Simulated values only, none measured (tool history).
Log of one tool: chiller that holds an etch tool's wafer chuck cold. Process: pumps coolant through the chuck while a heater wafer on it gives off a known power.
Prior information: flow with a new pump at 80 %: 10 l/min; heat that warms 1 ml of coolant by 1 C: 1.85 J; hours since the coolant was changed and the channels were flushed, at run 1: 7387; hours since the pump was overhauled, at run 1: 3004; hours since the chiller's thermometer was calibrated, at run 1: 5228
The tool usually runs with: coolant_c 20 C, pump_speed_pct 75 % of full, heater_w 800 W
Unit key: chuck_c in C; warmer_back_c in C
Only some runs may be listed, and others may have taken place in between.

| run | hour | coolant_c | pump_speed_pct | heater_w | hours since the coolant was changed and the channels were flushed | hours since the pump was overhauled | hours since the chiller's thermometer was calibrated | chuck_c | warmer_back_c |
|---|---|---|---|---|---|---|---|---|---|
| 1 | 0 | 20 | 75 | 800 | 7387 | 3004 | 5228 | 27.3 | 2.79 |
| 2 | 173.6 | 20 | 69 | 800 | 7561 | 3178 | 5401 | 28.1 | 3.06 |
|  | 308.3 | chiller's thermometer calibrated |
| 3 | 333.9 | 20 | 69 | 800 | 7720 | 3337 | 26 | 27.8 | 3.09 |
| 4 | 485.2 | 20 | 75 | 800 | 7872 | 3489 | 177 | 27.3 | 2.74 |
| 5 | 601 | 20 | 75 | 800 | 7987 | 3604 | 293 | 27.4 | 2.82 |
| 6 | 781.3 | 20 | 75 | 800 | 8168 | 3785 | 473 | 27.5 | 2.78 |
| 7 | 887.7 | 20 | 75 | 800 | 8274 | 3891 | 579 | 27.3 | 2.72 |
| 8 | 991.8 | 20 | 89 | 800 | 8378 | 3995 | 684 | 26.4 | 2.32 |
| 9 | 1111.9 | 20 | 89 | 659 | 8498 | 4115 | 804 | 25.4 | 1.92 |
| 10 | 1279.9 | 11 | 75 | 800 | 8666 | 4283 | 972 | 18.5 | 2.82 |
| 11 | 1418.2 | 11 | 75 | 800 | 8805 | 4422 | 1110 | 18.4 | 2.81 |
|  | 1480.4 | coolant changed, channels flushed |
| 12 | 1542.5 | 11 | 75 | 892 | 62 | 4540 | 1228 | 19 | 3.13 |
| 13 | 1671.4 | 11 | 75 | 892 | 191 | 4669 | 1357 | 19.1 | 3.16 |
| 14 | 1799.5 | 20 | 75 | 800 | 319 | 4797 | 1485 | 27.4 | 2.83 |
| 15 | 1962.5 | 20 | 75 | 800 | 482 | 4960 | 1648 | 27.4 | 2.77 |
| 16 | 2076.8 | 21 | 75 | 800 | 596 | 5074 | 1762 | 28.3 | 2.81 |
| 17 | 2178.7 | 21 | 75 | 800 | 698 | 5176 | 1864 | 28.2 | 2.79 |
| 18 | 2332.1 | 28 | 75 | 800 | 852 | 5329 | 2018 | 35.4 | 2.76 |
| 19 | 2411.2 | 13 | 69 | 508 | 931 | 5409 | 2097 | 17.9 | 1.96 |
| 20 | 2500.1 | 13 | 69 | 686 | 1020 | 5497 | 2186 | 19.7 | 2.65 |
| 21 | 2675.3 | 13 | 64 | 421 | 1195 | 5673 | 2361 | 17.3 | 1.78 |
| 22 | 2824.1 | 13 | 64 | 421 | 1344 | 5821 | 2510 | 17.2 | 1.77 |
| 23 | 2940.2 | 11 | 75 | 800 | 1460 | 5938 | 2626 | 18.5 | 2.79 |
| 24 | 3025 | 11 | 75 | 800 | 1545 | 6022 | 2711 | 18.4 | 2.77 |
| 25 | 3120 | 11 | 75 | 402 | 1640 | 6117 | 2806 | 14.6 | 1.43 |
| 26 | 3246.3 | 17 | 75 | 593 | 1766 | 6244 | 2932 | 22.4 | 2.07 |
| 27 | 3357.3 | 17 | 75 | 593 | 1877 | 6355 | 3043 | 22.4 | 2.1 |
| 28 | 3451.5 | 29 | 87 | 581 | 1971 | 6449 | 3137 | 33.8 | 1.74 |
| 29 | 3579 | 29 | 87 | 581 | 2099 | 6576 | 3265 | 33.9 | 1.76 |
| 30 | 3736.8 | 18 | 99 | 661 | 2256 | 6734 | 3423 | 23.1 | 1.64 |
| 31 | 3894.1 | 18 | 99 | 661 | 2414 | 6891 | 3580 | 23.2 | 1.69 |
| 32 | 4000.9 | 18 | 99 | 661 | 2520 | 6998 | 3687 | 23.2 | 1.75 |
| 33 | 4103.9 | 18 | 99 | 661 | 2623 | 7101 | 3790 | 22.9 | 1.72 |

Each row is a separate what-if for the run after 33, all from the same tool condition, not one after another. Results?
| A | 4235.2 | 18 | 96 | 675 | 2755 | 7233 | 3921 | ? | ? |
| B | 4235.2 | 19 | 84 | 661 | 2755 | 7233 | 3921 | ? | ? |
| C | 4235.2 | 10 | 85 | 420 | 2755 | 7233 | 3921 | ? | ? |

| run | chuck_c | warmer_back_c |
|---|---|---|
| A | 23.3 | 1.74 |
| B | 24.7 | 2.08 |
| C | 13.7 | 1.31 |
What these runs would have given with no unlogged condition in the tool:
| run | chuck_c | warmer_back_c |
|---|---|---|
| A | 23.3 | 1.74 |
| B | 24.6 | 2.07 |
| C | 13.6 | 1.3 |
